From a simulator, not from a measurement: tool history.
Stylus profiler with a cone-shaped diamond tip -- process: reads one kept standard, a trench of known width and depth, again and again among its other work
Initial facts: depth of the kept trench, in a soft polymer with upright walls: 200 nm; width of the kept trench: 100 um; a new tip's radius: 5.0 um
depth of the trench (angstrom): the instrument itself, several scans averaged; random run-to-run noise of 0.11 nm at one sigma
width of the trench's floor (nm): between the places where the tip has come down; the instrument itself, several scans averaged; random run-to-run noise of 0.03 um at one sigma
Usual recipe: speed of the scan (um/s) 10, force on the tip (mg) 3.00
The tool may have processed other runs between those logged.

run,hour,speed of the scan (um/s),force on the tip (mg),depth of the trench (angstrom),width of the trench's floor (nm)
1,0.0,10,3.00,2034.1,97170
2,15.7,10,3.00,2032.5,97150
3,25.5,28,3.00,2033.0,97020
4,41.5,10,3.00,2035.0,97140
5,55.7,21,3.00,2036.2,97060
6,75.3,21,3.00,2037.1,97110
7,91.1,7,3.00,2034.5,97110
8,99.6,7,3.00,2034.1,97110
9,115.7,7,3.00,2035.7,97180
10,133.3,7,3.00,2034.4,97210
11,143.0,7,3.00,2031.8,97180
12,152.7,7,3.00,2034.7,97130
13,166.1,7,3.00,2035.0,97160
14,185.9,10,3.00,2032.0,97140
15,204.3,10,3.00,2035.2,97150
16,218.3,10,3.00,2035.0,97120
17,229.0,10,3.00,2036.2,97170
18,242.9,10,3.00,2033.7,97130
19,259.1,10,3.00,2034.9,97180
20,271.1,14,3.00,2036.0,97100
21,285.8,23,1.11,2018.5,97000
22,297.4,23,1.11,2018.5,97040
23,317.4,4,2.33,2029.4,97130
24,325.9,7,6.97,2061.5,97170
25,341.3,3,1.32,2018.2,97180
26,351.4,24,3.69,2039.3,97070
27,360.6,4,8.15,2067.5,97190
28,380.6,29,1.01,2015.8,96900
29,392.7,29,1.01,2015.9,96990
30,403.1,12,1.31,2021.3,97070
31,421.4,12,1.31,2021.3,97100
32,433.2,15,1.03,2016.7,97010
33,443.8,15,1.03,2017.3,97110
34,453.4,15,1.03,2018.4,97100
35,470.2,9,2.30,2028.9,97110
36,482.5,4,1.60,2020.6,97160
37,494.7,4,1.60,2023.3,97150
38,505.5,4,1.60,2022.9,97150
39,520.6,13,6.71,2058.7,97180

Here are 4 independent what-if runs from the current tool condition. What would each one return?
A,531.0,13,7.65,?,?
B,531.0,10,4.63,?,?
C,531.0,4,3.92,?,?
D,531.0,10,7.98,?,?

run,depth of the trench (angstrom),width of the trench's floor (nm)
A,2062.7,97140
B,2045.8,97190
C,2040.7,97170
D,2067.3,97170
With the hidden condition removed and each run's random variation left untouched, the same runs would have given:
run,depth of the trench (angstrom),width of the trench's floor (nm)
A,2062.6,97150
B,2045.7,97200
C,2040.6,97180
D,2067.3,97170
